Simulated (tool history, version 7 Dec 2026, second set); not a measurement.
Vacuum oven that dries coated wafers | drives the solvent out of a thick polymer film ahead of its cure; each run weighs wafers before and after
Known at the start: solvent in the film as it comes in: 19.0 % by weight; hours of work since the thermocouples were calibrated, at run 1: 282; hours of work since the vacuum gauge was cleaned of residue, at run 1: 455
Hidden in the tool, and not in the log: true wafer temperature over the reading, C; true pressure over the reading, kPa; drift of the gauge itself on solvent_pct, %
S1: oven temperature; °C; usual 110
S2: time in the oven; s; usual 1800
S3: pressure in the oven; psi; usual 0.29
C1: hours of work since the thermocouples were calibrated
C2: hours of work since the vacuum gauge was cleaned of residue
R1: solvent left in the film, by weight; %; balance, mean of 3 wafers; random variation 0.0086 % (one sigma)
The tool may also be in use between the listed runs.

run,hour,S1,S2,S3,C1,C2,R1
1,0,110,1800,0.29,282,455,1.357
2,13.9,110,1800,0.29,293,466,1.339
3,34,110,1800,0.189,308,482,1.065
4,51.7,110,1800,0.171,322,496,1.037
5,70.1,110,1800,0.171,337,510,1.018
6,84.5,110,1800,0.171,348,522,1.031
7,102.9,110,1800,0.29,363,536,1.337
8,120.6,110,1800,0.29,377,550,1.344
9,137.1,110,1800,0.29,390,563,1.356
10,154.8,110,1800,0.29,404,577,1.349
11,173.4,110,1800,0.29,419,592,1.348
12,184.1,110,1800,0.29,427,601,1.349
13,201.8,110,1800,0.29,441,615,1.344
14,216.7,110,1800,0.29,453,626,1.345
15,229.3,110,1800,0.29,463,636,1.349
16,240.5,110,1800,0.29,472,645,1.351
17,260.6,110,1800,0.29,488,661,1.347
18,277.1,110,1800,0.29,501,674,1.349
19,293.1,110,1800,0.29,513,687,1.354
20,309.3,110,1800,0.29,526,700,1.348
21,319.9,110,1800,0.29,534,708,1.33
22,329.3,119,3060,0.638,542,715,1.396
23,347.3,122,960,0.638,556,730,1.841
24,362.3,110,1200,0.229,568,741,2.164
25,382.7,101,1020,0.399,584,758,5.427
26,396.7,111,1800,0.553,595,769,1.906
27,409.7,121,960,0.284,605,779,1.316
28,428.8,121,960,0.284,620,794,1.298
29,440.5,121,960,0.284,630,803,1.299
30,458.3,121,2460,0.242,644,817,0.566
31,468.8,104,1680,1.094,652,826,4.824
32,487.4,104,1980,0.587,667,840,2.853
33,498.5,104,1980,0.587,676,849,2.832
34,508.6,112,1800,0.206,684,857,0.972
35,529.1,112,1800,0.206,700,873,0.963
36,542.9,112,1800,0.206,711,884,0.968
37,553.6,113,1140,0.22,719,893,1.802
38,568.3,110,1560,0.161,731,904,1.246
39,587.5,101,900,0.743,746,919,6.974
40,603.1,101,900,0.743,758,932,6.954

Forecast each of these 4 alternatives for the next run:
A,623.5,110,2820,0.29,774,948,?
B,623.5,110,1920,0.284,774,948,?
C,623.5,101,960,0.46,774,948,?
D,623.5,110,1800,0.379,774,948,?

run,R1
A,1.008
B,1.251
C,5.863
D,1.569
Without the tool's hidden state the same runs would have given:
run,R1
A,0.913
B,1.239
C,6.194
D,1.59
